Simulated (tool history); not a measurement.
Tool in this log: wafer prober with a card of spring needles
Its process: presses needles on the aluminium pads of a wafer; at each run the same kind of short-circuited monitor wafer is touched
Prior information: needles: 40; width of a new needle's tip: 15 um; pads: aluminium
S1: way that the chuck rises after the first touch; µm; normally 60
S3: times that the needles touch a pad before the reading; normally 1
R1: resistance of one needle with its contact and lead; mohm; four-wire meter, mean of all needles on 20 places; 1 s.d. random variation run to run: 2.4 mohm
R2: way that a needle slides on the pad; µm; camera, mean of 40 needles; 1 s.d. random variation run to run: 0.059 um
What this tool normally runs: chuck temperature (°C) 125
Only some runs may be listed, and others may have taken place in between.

run 1 hour=0 | S1=60 chuck_temperature_(°C)=125 S3=1 | R1=276 R2=8.27
-- hour=3.3 tips cleaned on abrasive film
-- hour=11.2 tips cleaned on abrasive film
run 2 hour=13.5 | S1=60 chuck_temperature_(°C)=125 S3=1 | R1=278 R2=8.17
-- hour=18.8 tips cleaned on abrasive film
-- hour=27.1 tips cleaned on abrasive film
-- hour=35.7 tips cleaned on abrasive film
run 3 hour=39.9 | S1=60 chuck_temperature_(°C)=125 S3=1 | R1=280 R2=8.23
-- hour=43.5 tips cleaned on abrasive film
-- hour=52.2 tips cleaned on abrasive film
-- hour=59.8 tips cleaned on abrasive film
run 4 hour=60.9 | S1=60 chuck_temperature_(°C)=44 S3=1 | R1=255 R2=8.14
-- hour=67.6 tips cleaned on abrasive film
-- hour=76.3 tips cleaned on abrasive film
run 5 hour=76.7 | S1=60 chuck_temperature_(°C)=77 S3=1 | R1=266 R2=8.23
-- hour=84.2 tips cleaned on abrasive film
-- hour=92 tips cleaned on abrasive film
run 6 hour=97.3 | S1=60 chuck_temperature_(°C)=77 S3=1 | R1=264 R2=8.2
-- hour=100.4 tips cleaned on abrasive film
-- hour=108.4 tips cleaned on abrasive film
-- hour=115.8 tips cleaned on abrasive film
run 7 hour=118.6 | S1=60 chuck_temperature_(°C)=77 S3=1 | R1=266 R2=8.25
-- hour=123.5 tips cleaned on abrasive film
-- hour=132 tips cleaned on abrasive film
run 8 hour=137.8 | S1=49 chuck_temperature_(°C)=125 S3=1 | R1=279 R2=6.67
-- hour=139.7 tips cleaned on abrasive film
-- hour=148.5 tips cleaned on abrasive film
-- hour=155.9 tips cleaned on abrasive film
-- hour=164.6 tips cleaned on abrasive film
run 9 hour=165.2 | S1=59 chuck_temperature_(°C)=125 S3=1 | R1=277 R2=8.14
-- hour=173.4 tips cleaned on abrasive film
-- hour=182.1 tips cleaned on abrasive film
run 10 hour=188.8 | S1=51 chuck_temperature_(°C)=125 S3=1 | R1=278 R2=6.92
-- hour=190.7 tips cleaned on abrasive film
-- hour=198.5 tips cleaned on abrasive film
-- hour=207.1 tips cleaned on abrasive film
run 11 hour=207.5 | S1=51 chuck_temperature_(°C)=125 S3=1 | R1=277 R2=7.02
-- hour=216.2 tips cleaned on abrasive film
run 12 hour=222.2 | S1=51 chuck_temperature_(°C)=125 S3=1 | R1=284 R2=6.97
-- hour=224.2 tips cleaned on abrasive film
-- hour=231.9 tips cleaned on abrasive film
-- hour=241 tips cleaned on abrasive film
run 13 hour=241.1 | S1=51 chuck_temperature_(°C)=125 S3=1 | R1=279 R2=6.93
-- hour=249.1 tips cleaned on abrasive film
-- hour=256.7 tips cleaned on abrasive film
run 14 hour=256.7 | S1=60 chuck_temperature_(°C)=125 S3=2 | R1=282 R2=8.28
-- hour=265 tips cleaned on abrasive film
-- hour=273.3 tips cleaned on abrasive film
run 15 hour=278.8 | S1=60 chuck_temperature_(°C)=125 S3=2 | R1=279 R2=8.29
-- hour=281.4 tips cleaned on abrasive film
-- hour=289.4 tips cleaned on abrasive film
-- hour=298.4 tips cleaned on abrasive film
run 16 hour=301.1 | S1=63 chuck_temperature_(°C)=125 S3=3 | R1=274 R2=8.61
-- hour=306.2 tips cleaned on abrasive film
-- hour=314.6 tips cleaned on abrasive film
run 17 hour=319.2 | S1=60 chuck_temperature_(°C)=125 S3=2 | R1=278 R2=8.15
-- hour=322.4 tips cleaned on abrasive film
-- hour=325.6 height of the first contact set anew
-- hour=330.3 tips cleaned on abrasive film
run 18 hour=334.5 | S1=53 chuck_temperature_(°C)=85 S3=1 | R1=270 R2=7.36

Branching from run 18: 3 alternative next runs. What would each branch give?
-- hour=337.8 tips cleaned on abrasive film
-- hour=346.7 tips cleaned on abrasive film
run A hour=353.4 | S1=57 chuck_temperature_(°C)=102 S3=1 | R1=? R2=?
-- hour=337.8 tips cleaned on abrasive film
-- hour=346.7 tips cleaned on abrasive film
run B hour=353.4 | S1=62 chuck_temperature_(°C)=76 S3=2 | R1=? R2=?
-- hour=337.8 tips cleaned on abrasive film
-- hour=346.7 tips cleaned on abrasive film
run C hour=353.4 | S1=60 chuck_temperature_(°C)=46 S3=1 | R1=? R2=?

run=A R1=273 R2=7.86
run=B R1=265 R2=8.5
run=C R1=254 R2=8.28
With the hidden condition removed and each run's random variation left untouched, the same runs would have given:
run=A R1=272 R2=7.86
run=B R1=265 R2=8.5
run=C R1=253 R2=8.28
